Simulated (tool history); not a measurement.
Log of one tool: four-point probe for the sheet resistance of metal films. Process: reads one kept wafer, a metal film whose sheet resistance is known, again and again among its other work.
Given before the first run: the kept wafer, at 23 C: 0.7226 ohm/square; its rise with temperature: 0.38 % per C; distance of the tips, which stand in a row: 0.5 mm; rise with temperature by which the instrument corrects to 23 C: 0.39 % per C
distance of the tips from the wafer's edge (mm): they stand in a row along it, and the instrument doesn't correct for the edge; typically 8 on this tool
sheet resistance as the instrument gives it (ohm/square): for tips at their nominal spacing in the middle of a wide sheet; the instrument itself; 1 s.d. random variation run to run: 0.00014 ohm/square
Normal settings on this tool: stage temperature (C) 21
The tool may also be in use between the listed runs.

| run | day | stage temperature (C) | distance of the tips from the wafer's edge (mm) | sheet resistance as the instrument gives it (ohm/square) |
|---|---|---|---|---|
| 1 | 0 | 21 | 8 | 0.719944 |
| 2 | 3.283 | 21 | 8 | 0.72004 |
| 3 | 6.983 | 21 | 8 | 0.719755 |
| 4 | 11.283 | 21 | 8 | 0.719445 |
| 5 | 13.554 | 21 | 8 | 0.719624 |
| 6 | 18.104 | 21 | 8 | 0.71943 |
| 7 | 22.283 | 21 | 8 | 0.718942 |
| 8 | 27.488 | 21 | 8 | 0.719162 |
| 9 | 31.929 | 21 | 27 | 0.717557 |
| 10 | 36.288 | 21 | 27 | 0.717429 |
| 11 | 39.038 | 21 | 27 | 0.717174 |
| 12 | 41.6 | 21 | 27 | 0.717336 |
| 13 | 44.112 | 21 | 27 | 0.717323 |
| 14 | 49.25 | 21 | 27 | 0.717029 |
|  | 49.617 | stage's thermometer calibrated |
| 15 | 52.275 | 21 | 27 | 0.715907 |
| 16 | 54.592 | 21 | 27 | 0.716151 |
| 17 | 57.912 | 21 | 27 | 0.715849 |
|  | 58.608 | stage's thermometer calibrated, once more |
| 18 | 62.375 | 21 | 27 | 0.7182 |
| 19 | 67.446 | 25 | 63 | 0.71787 |
| 20 | 70.758 | 23 | 17 | 0.717959 |
| 21 | 73.938 | 28 | 5 | 0.721271 |
| 22 | 77.1 | 34 | 3 | 0.727374 |
| 23 | 80.033 | 27 | 3 | 0.72778 |
| 24 | 84.15 | 28 | 3 | 0.727577 |
| 25 | 87.788 | 21 | 5 | 0.721143 |
| 26 | 93.029 | 21 | 5 | 0.720773 |
| 27 | 96.5 | 22 | 4 | 0.722929 |
|  | 97.567 | new probe head fitted |
| 28 | 99.188 | 22 | 4 | 0.729223 |
| 29 | 103.471 | 18 | 24 | 0.723288 |
| 30 | 107.129 | 25 | 34 | 0.722686 |
| 31 | 112.129 | 26 | 51 | 0.722499 |
| 32 | 115.8 | 18 | 63 | 0.722918 |
| 33 | 120.275 | 18 | 63 | 0.722678 |
| 34 | 124.558 | 33 | 8 | 0.723228 |
| 35 | 127.15 | 23 | 6 | 0.724984 |

Alternative continuations, all from the tool just after run 35; predict every row:
| A | 132.354 | 21 | 27 | ? |
| B | 132.354 | 28 | 8 | ? |
| C | 132.354 | 24 | 8 | ? |
| D | 132.354 | 26 | 8 | ? |

| run | sheet resistance as the instrument gives it (ohm/square) |
|---|---|
| A | 0.721998 |
| B | 0.723055 |
| C | 0.723549 |
| D | 0.723508 |
Stripped of hidden state, with their random variation kept, the same runs would have yielded:
| run | sheet resistance as the instrument gives it (ohm/square) |
|---|---|
| A | 0.722579 |
| B | 0.723628 |
| C | 0.724127 |
| D | 0.724084 |
